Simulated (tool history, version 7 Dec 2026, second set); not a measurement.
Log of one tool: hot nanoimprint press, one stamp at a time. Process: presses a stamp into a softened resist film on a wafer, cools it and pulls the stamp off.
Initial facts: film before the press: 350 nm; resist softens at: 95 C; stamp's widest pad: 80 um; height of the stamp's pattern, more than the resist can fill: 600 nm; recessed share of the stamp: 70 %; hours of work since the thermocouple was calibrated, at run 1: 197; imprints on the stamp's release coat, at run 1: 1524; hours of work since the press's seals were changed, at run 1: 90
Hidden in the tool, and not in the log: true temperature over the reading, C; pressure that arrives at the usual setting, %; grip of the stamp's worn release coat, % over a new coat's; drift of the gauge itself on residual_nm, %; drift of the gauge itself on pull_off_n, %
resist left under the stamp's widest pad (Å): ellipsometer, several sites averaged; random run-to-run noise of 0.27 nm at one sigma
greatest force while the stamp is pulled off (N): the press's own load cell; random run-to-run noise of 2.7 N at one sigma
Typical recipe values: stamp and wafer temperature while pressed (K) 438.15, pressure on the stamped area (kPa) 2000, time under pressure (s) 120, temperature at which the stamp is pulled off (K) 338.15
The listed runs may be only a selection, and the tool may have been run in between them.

| run | hour | stamp and wafer temperature while pressed (K) | pressure on the stamped area (kPa) | time under pressure (s) | temperature at which the stamp is pulled off (K) | hours of work since the thermocouple was calibrated | imprints on the stamp's release coat | hours of work since the press's seals were changed | resist left under the stamp's widest pad (Å) | greatest force while the stamp is pulled off (N) |
|---|---|---|---|---|---|---|---|---|---|---|
| 1 | 0.0 | 438.15 | 2000 | 120 | 338.15 | 197 | 1524 | 90 | 1768 | 195 |
| 2 | 7.4 | 438.15 | 2000 | 162 | 338.15 | 201 | 1542 | 94 | 1575 | 198 |
| 3 | 22.0 | 438.15 | 2000 | 120 | 338.15 | 207 | 1577 | 100 | 1763 | 201 |
| 4 | 36.7 | 438.15 | 2000 | 120 | 338.15 | 214 | 1612 | 107 | 1764 | 208 |
| 5 | 50.9 | 438.15 | 2000 | 120 | 338.15 | 220 | 1646 | 113 | 1765 | 200 |
| 6 | 64.1 | 438.15 | 2000 | 120 | 338.15 | 226 | 1678 | 119 | 1767 | 203 |
| 7 | 77.6 | 438.15 | 2000 | 120 | 338.15 | 232 | 1710 | 125 | 1771 | 209 |
| 8 | 88.6 | 438.15 | 2000 | 120 | 338.15 | 237 | 1737 | 130 | 1771 | 208 |
| 9 | 103.4 | 438.15 | 2000 | 120 | 338.15 | 244 | 1772 | 137 | 1767 | 215 |
| 10 | 109.6 | 438.15 | 1260 | 120 | 338.15 | 247 | 1787 | 140 | 2081 | 213 |
| 11 | 118.6 | 438.15 | 2000 | 120 | 338.15 | 251 | 1809 | 144 | 1769 | 211 |
| 12 | 129.1 | 438.15 | 2000 | 120 | 338.15 | 256 | 1834 | 149 | 1764 | 210 |
| 13 | 139.5 | 438.15 | 2000 | 132 | 338.15 | 260 | 1859 | 153 | 1698 | 212 |
| 14 | 146.8 | 432.15 | 2000 | 120 | 336.15 | 264 | 1877 | 157 | 2111 | 226 |
| 15 | 158.8 | 427.15 | 2000 | 108 | 334.15 | 269 | 1906 | 162 | 2492 | 236 |
| 16 | 172.5 | 427.15 | 2000 | 108 | 334.15 | 275 | 1939 | 168 | 2488 | 241 |
| 17 | 179.9 | 441.15 | 2000 | 108 | 327.15 | 278 | 1956 | 172 | 1671 | 268 |
|  | 183.6 | plate thermocouple calibrated |
| 18 | 189.0 | 427.15 | 1800 | 175 | 327.15 | 2 | 1971 | 174 | 2237 | 279 |
| 19 | 196.4 | 429.15 | 1850 | 101 | 338.15 | 6 | 1989 | 178 | 2447 | 221 |
| 20 | 206.2 | 444.15 | 2000 | 120 | 338.15 | 10 | 2012 | 182 | 1453 | 225 |
| 21 | 217.7 | 444.15 | 2000 | 120 | 338.15 | 15 | 2040 | 187 | 1445 | 219 |

What does the tool deliver on the next run?
| 22 | 231.8 | 436.15 | 1450 | 66 | 337.15 | 22 | 2074 | 194 | ? | ? |

{"run 22": {"resist left under the stamp's widest pad (Å)": 2466, "greatest force while the stamp is pulled off (N)": 223}}
On a tool with no hidden condition, and with the same random variation, this run would have come out at resist left under the stamp's widest pad (Å) 2509, greatest force while the stamp is pulled off (N) 123.

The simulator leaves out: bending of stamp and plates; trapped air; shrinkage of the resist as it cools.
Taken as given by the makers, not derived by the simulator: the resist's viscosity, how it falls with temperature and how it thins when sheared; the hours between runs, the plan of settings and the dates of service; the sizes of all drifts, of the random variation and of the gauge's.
